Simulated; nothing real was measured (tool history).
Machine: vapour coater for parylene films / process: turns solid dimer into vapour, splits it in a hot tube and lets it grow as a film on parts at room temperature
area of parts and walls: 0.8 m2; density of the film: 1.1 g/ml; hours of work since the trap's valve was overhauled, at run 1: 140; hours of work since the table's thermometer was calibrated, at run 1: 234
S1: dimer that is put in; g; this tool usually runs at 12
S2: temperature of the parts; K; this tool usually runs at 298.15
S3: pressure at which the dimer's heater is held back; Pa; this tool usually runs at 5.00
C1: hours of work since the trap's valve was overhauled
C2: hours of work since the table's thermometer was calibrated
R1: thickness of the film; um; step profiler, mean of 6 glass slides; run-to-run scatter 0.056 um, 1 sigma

run	hour	S1	S2	S3	C1	C2	R1
1	0.0	12	298.15	5.00	140	234	6.33
2	40.4	12	298.15	5.00	159	253	6.27
3	79.2	12	298.15	7.30	177	271	6.05
4	119.5	12	298.15	5.00	195	290	6.14
5	174.5	12	298.15	5.00	221	315	6.12
6	230.2	12	298.15	5.00	247	341	6.14
7	271.3	12	298.15	5.00	266	360	6.04
8	309.1	12	298.15	5.00	283	377	6.12
# hour 326.4: trap's valve overhauled
9	364.0	12	298.15	5.00	17	401	5.87
10	397.6	12	298.15	5.00	33	416	5.88
11	442.0	12	298.15	5.00	53	437	5.79
12	488.6	12	300.15	5.00	75	459	5.52
13	524.6	12	300.15	5.00	92	475	5.54
14	586.1	12	300.15	5.00	120	504	5.47
# hour 594.7: trap's valve overhauled, once more
15	615.6	12	301.15	2.32	10	515	6.35
16	652.1	6	301.15	4.58	27	532	3.04
17	680.4	21	290.15	3.96	40	546	13.81
18	709.0	9	298.15	3.74	53	559	4.85
19	752.5	11	304.15	4.90	73	579	5.13
20	780.2	11	304.15	4.90	86	592	5.05
21	832.7	19	301.15	4.47	110	616	9.37
22	890.5	19	293.15	4.47	137	643	11.25
23	940.4	19	293.15	4.47	160	666	11.04
24	976.3	19	293.15	4.47	177	682	11.02
25	1004.7	13	296.15	11.61	190	696	6.64
26	1063.6	12	305.15	3.93	217	723	5.36
27	1124.9	13	292.15	2.96	245	751	7.88
28	1159.9	8	298.15	4.39	262	767	4.09

Consider 3 possible next runs. They are alternatives, not a sequence: every one starts from the tool as it was left by run 28. What does each give?
A	1203.6	6	303.15	2.46	282	788	?
B	1203.6	6	298.15	2.95	282	788	?
C	1203.6	18	307.15	6.52	282	788	?

run	R1
A	2.82
B	3.18
C	7.17
Without the tool's unlogged condition, the same runs would have read:
run	R1
A	3.09
B	3.47
C	7.84
